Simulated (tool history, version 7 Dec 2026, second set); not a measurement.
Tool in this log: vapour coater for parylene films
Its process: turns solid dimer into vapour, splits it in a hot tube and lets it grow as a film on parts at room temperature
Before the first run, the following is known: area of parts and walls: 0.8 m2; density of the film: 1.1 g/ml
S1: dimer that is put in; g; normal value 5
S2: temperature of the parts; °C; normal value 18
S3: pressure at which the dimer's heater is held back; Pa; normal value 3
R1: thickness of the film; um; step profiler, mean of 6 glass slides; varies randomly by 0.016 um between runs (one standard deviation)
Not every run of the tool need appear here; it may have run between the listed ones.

| run | hour | S1 | S2 | S3 | R1 |
|---|---|---|---|---|---|
| 1 | 0 | 5 | 18 | 3 | 4.12 |
| 2 | 18.6 | 5 | 18 | 3 | 4.13 |
| 3 | 29.2 | 5 | 18 | 3 | 4.13 |
| 4 | 41 | 5 | 18 | 3 | 4.15 |
| 5 | 59.7 | 5 | 18 | 3.12 | 4.08 |
| 6 | 70 | 5 | 18 | 3.12 | 4.13 |
| 7 | 87.8 | 5 | 18 | 3.27 | 4.04 |
| 8 | 108.4 | 5 | 18 | 3.27 | 4.07 |
| 9 | 128.9 | 5 | 18 | 3 | 4.15 |
| 10 | 141.6 | 5 | 18 | 2.97 | 4.16 |
| 11 | 161.9 | 5 | 18 | 3 | 4.15 |
| 12 | 172.1 | 5 | 18 | 3 | 4.2 |
| 13 | 188.5 | 5 | 18 | 3 | 4.18 |
| 14 | 210 | 5 | 18 | 2.05 | 4.55 |
| 15 | 221.1 | 5 | 18 | 2.05 | 4.58 |
| 16 | 241.7 | 4 | 18 | 3 | 3.36 |
| 17 | 260.4 | 4 | 18 | 3 | 3.37 |
| 18 | 272.5 | 4 | 18 | 3 | 3.37 |
|  | 273.8 | gauge calibrated |
| 19 | 287.6 | 4 | 18 | 3 | 3.32 |
| 20 | 303.2 | 5 | 18 | 3.54 | 3.98 |
| 21 | 324.6 | 9 | 18 | 3.54 | 7.14 |
| 22 | 344.8 | 5 | 19 | 4.99 | 3.53 |
| 23 | 354.9 | 4 | 17 | 4.49 | 3.18 |
| 24 | 370.4 | 5 | 18 | 8.38 | 3.32 |
| 25 | 390.5 | 9 | 15 | 7.46 | 7.11 |
| 26 | 404.7 | 5 | 12 | 9.15 | 4.4 |
| 27 | 422.6 | 5 | 18 | 9.15 | 3.29 |
| 28 | 434.4 | 5 | 13 | 4.92 | 4.77 |
| 29 | 443.7 | 5 | 13 | 4.92 | 4.76 |
| 30 | 463.1 | 5 | 13 | 4.92 | 4.78 |
| 31 | 480.2 | 9 | 30 | 11.24 | 3.17 |
| 32 | 499.6 | 9 | 30 | 11.24 | 3.2 |
|  | 516.8 | trap's valve overhauled |
| 33 | 517.2 | 9 | 30 | 11.24 | 3.21 |
| 34 | 530.1 | 9 | 11 | 2.33 | 10.25 |
| 35 | 538.8 | 3 | 14 | 3.14 | 3.07 |
| 36 | 556.6 | 5 | 20 | 3.99 | 3.61 |
| 37 | 573.7 | 5 | 23 | 3 | 3.31 |

5 options for the next run, each taken on its own from the tool as it stands now. Forecast them:
| A | 590.8 | 5 | 10 | 7.33 | ? |
| B | 590.8 | 3 | 14 | 3 | ? |
| C | 590.8 | 5 | 18 | 2.23 | ? |
| D | 590.8 | 5 | 13 | 3 | ? |
| E | 590.8 | 3 | 23 | 3 | ? |

| run | R1 |
|---|---|
| A | 5.12 |
| B | 3.08 |
| C | 4.53 |
| D | 5.4 |
| E | 1.99 |
Without the tool's unlogged condition, the same runs would have read:
| run | R1 |
|---|---|
| A | 4.98 |
| B | 2.99 |
| C | 4.41 |
| D | 5.26 |
| E | 1.94 |

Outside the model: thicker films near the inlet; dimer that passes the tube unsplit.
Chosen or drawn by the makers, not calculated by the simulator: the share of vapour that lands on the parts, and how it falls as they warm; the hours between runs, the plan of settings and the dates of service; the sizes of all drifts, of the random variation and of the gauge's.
